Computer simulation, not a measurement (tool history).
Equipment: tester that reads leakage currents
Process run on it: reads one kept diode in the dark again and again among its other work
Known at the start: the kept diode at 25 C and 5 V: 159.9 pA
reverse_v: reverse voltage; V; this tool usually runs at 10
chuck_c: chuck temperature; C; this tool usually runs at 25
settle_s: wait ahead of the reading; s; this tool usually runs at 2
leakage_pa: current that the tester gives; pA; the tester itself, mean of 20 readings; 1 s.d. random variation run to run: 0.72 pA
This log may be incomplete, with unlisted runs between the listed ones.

{"run": 1, "hour": 0.0, "reverse_v": 10, "chuck_c": 25, "settle_s": 2, "leakage_pa": 285.37}
{"hour": 57.1, "done": "chuck's temperature calibrated"}
{"run": 2, "hour": 110.6, "reverse_v": 10, "chuck_c": 25, "settle_s": 2, "leakage_pa": 241.71}
{"run": 3, "hour": 178.5, "reverse_v": 10, "chuck_c": 25, "settle_s": 2, "leakage_pa": 240.11}
{"run": 4, "hour": 308.0, "reverse_v": 10, "chuck_c": 25, "settle_s": 2, "leakage_pa": 244.07}
{"run": 5, "hour": 433.6, "reverse_v": 10, "chuck_c": 25, "settle_s": 2, "leakage_pa": 245.68}
{"run": 6, "hour": 550.3, "reverse_v": 10, "chuck_c": 25, "settle_s": 2, "leakage_pa": 248.31}
{"run": 7, "hour": 665.3, "reverse_v": 10, "chuck_c": 25, "settle_s": 2, "leakage_pa": 250.86}
{"run": 8, "hour": 721.5, "reverse_v": 10, "chuck_c": 25, "settle_s": 0.86, "leakage_pa": 252.05}
{"run": 9, "hour": 798.5, "reverse_v": 10, "chuck_c": 25, "settle_s": 0.86, "leakage_pa": 252.8}
{"run": 10, "hour": 864.2, "reverse_v": 10, "chuck_c": 25, "settle_s": 0.86, "leakage_pa": 253.88}
{"run": 11, "hour": 941.0, "reverse_v": 10, "chuck_c": 25, "settle_s": 0.86, "leakage_pa": 254.76}
{"run": 12, "hour": 1068.8, "reverse_v": 13.9, "chuck_c": 25, "settle_s": 0.86, "leakage_pa": 310.04}
{"run": 13, "hour": 1169.1, "reverse_v": 10, "chuck_c": 22, "settle_s": 2, "leakage_pa": 200.74}

Expected results for the next run?
{"hour": 1268.2, "done": "probe card cleaned and baked"}
{"run": 14, "hour": 1280.0, "reverse_v": 10, "chuck_c": 53, "settle_s": 5.52, "leakage_pa": "?"}

Run 14 produced leakage_pa 2256.24 pA.
Had the tool carried no hidden state, the very same run would have given leakage_pa 2161.01 pA.
